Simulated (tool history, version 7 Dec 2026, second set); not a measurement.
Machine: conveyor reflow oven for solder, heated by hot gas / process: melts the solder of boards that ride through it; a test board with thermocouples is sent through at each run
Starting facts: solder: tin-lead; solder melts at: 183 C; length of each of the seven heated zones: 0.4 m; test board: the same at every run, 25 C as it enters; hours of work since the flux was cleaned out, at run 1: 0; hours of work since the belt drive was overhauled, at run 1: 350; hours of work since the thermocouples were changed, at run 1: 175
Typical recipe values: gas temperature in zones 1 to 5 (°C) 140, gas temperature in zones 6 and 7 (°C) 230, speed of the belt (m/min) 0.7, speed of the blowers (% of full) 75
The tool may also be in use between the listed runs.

run,day,gas temperature in zones 1 to 5 (°C),gas temperature in zones 6 and 7 (°C),speed of the belt (m/min),speed of the blowers (% of full),hours of work since the flux was cleaned out,hours of work since the belt drive was overhauled,hours of work since the thermocouples were changed,highest temperature of the board (°C),time above the solder's melting point (s)
1,0,140,230,0.7,75,0,350,175,216.4,51.4
2,1.683,140,228,0.7,75,28,379,203,214.9,50.4
3,4.442,140,228,0.7,75,74,425,249,214.2,49.7
4,7.642,140,228,0.7,75,128,478,303,214.3,50.3
5,9.442,140,228,0.7,75,158,508,333,214.8,49.9
6,11.579,140,228,0.7,75,194,544,369,214.2,50.6
7,14.554,140,228,0.7,75,244,594,419,214,50.5
8,17.371,140,228,0.7,75,291,641,466,214.4,50.5
# day 20.158: flux residue cleaned out of gas plates and filters
9,20.492,140,230,0.625,75,6,690,515,219.6,60.2
10,22.146,140,230,0.625,75,33,718,542,219.5,60.6
11,25.392,140,230,0.7,75,88,772,597,216.4,51.2
12,26.9,143,230,0.7,75,113,797,622,216.2,52.5
13,30.317,143,230,0.7,75,170,855,679,215.7,51.5
14,33.304,140,230,0.7,75,220,905,729,216.5,51
15,36.533,140,230,0.7,75,274,959,783,215.8,52.4
16,38.283,140,237,0.7,75,304,988,813,221.8,54.8
# day 40.233: flux residue cleaned out of gas plates and filters
17,40.438,140,240,0.7,75,3,1021,845,225.3,56.9
18,43.254,126,244,0.774,76,51,1068,892,223,46.3

Run 19 is up next; what results do you expect?
# day 45.279: belt drive overhauled, speed set with a stopwatch
19,46.688,145,231,0.774,76,105,24,947,?,?

{"run 19": {"highest temperature of the board (°C)": 214.5, "time above the solder's melting point (s)": 47.5}}
With no hidden state in the tool, this same run would have given highest temperature of the board (°C) 214.6, time above the solder's melting point (s) 47.6.

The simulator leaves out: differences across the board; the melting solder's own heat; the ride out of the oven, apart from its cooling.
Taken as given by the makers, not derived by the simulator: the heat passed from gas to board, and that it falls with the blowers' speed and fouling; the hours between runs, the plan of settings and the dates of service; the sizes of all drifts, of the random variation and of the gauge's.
